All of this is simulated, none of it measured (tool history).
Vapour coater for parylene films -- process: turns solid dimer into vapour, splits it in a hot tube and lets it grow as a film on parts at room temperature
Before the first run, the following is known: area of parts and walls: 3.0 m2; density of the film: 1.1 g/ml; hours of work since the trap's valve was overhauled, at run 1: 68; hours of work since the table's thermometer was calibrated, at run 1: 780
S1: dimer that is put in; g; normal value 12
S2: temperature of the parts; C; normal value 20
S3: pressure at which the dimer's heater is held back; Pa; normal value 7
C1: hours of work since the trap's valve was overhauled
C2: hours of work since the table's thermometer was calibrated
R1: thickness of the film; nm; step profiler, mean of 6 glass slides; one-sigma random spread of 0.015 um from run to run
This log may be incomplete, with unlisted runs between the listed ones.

run     day  S1  S2     S3   C1    C2    R1
  1       0  12  20      7   68   780  2630
  2   0.942  12  20      7   78   789  2630
  3   2.238  12  20      7   91   803  2590
  4   3.721  12  20      7  106   818  2580
  5   5.054  12  20    3.6  120   831  2710
  6   6.875  12  20  11.85  138   850  2420
  7   7.875  12  20  11.85  149   860  2410
  8   9.829  12  20  11.85  169   880  2380
  9  11.854   6  20      7  189   901  1230
 10  13.254   6  20      7  204   915  1230
 11  14.283   6  20      7  214   926  1190
 12  16.204   8  20      7  234   945  1580
     17.454  -- trap's valve overhauled
 13  17.971   8  20      7    5   962  1840
 14    19.7  12  26   2.96   23   979  2270
 15  21.367  13  23   2.96   40   996  2780
 16  22.521  12  25      7   52  1008  2150
 17  24.567  12  25      7   73  1029  2140
 18  25.938  12  20   3.55   87  1043  2780
 19  26.904  12  21   9.37   97  1053  2480
     27.421  -- table's thermometer calibrated
 20  28.388  17  26   4.68  111    10  2870
 21  30.154  12  19      7  129    28  2620
 22  31.375  12  19      7  142    40  2610
 23  32.675  12  30   8.86  155    54  1570

What if the next run were any one of these 5? Each begins from the tool's condition after run 23:
  A  33.538  12  30   6.67  164  63   ?
  B  33.538  12  16      7  164  63   ?
  C  33.538  11  14   8.86  164  63   ?
  D  33.538  12  15      7  164  63   ?
  E  33.538   8  32  10.96  164  63   ?

run    R1
  A  1610
  B  2930
  C  2860
  D  3060
  E   950
What these runs would have given with no unlogged condition in the tool:
run    R1
  A  1770
  B  3220
  C  3140
  D  3360
  E  1050

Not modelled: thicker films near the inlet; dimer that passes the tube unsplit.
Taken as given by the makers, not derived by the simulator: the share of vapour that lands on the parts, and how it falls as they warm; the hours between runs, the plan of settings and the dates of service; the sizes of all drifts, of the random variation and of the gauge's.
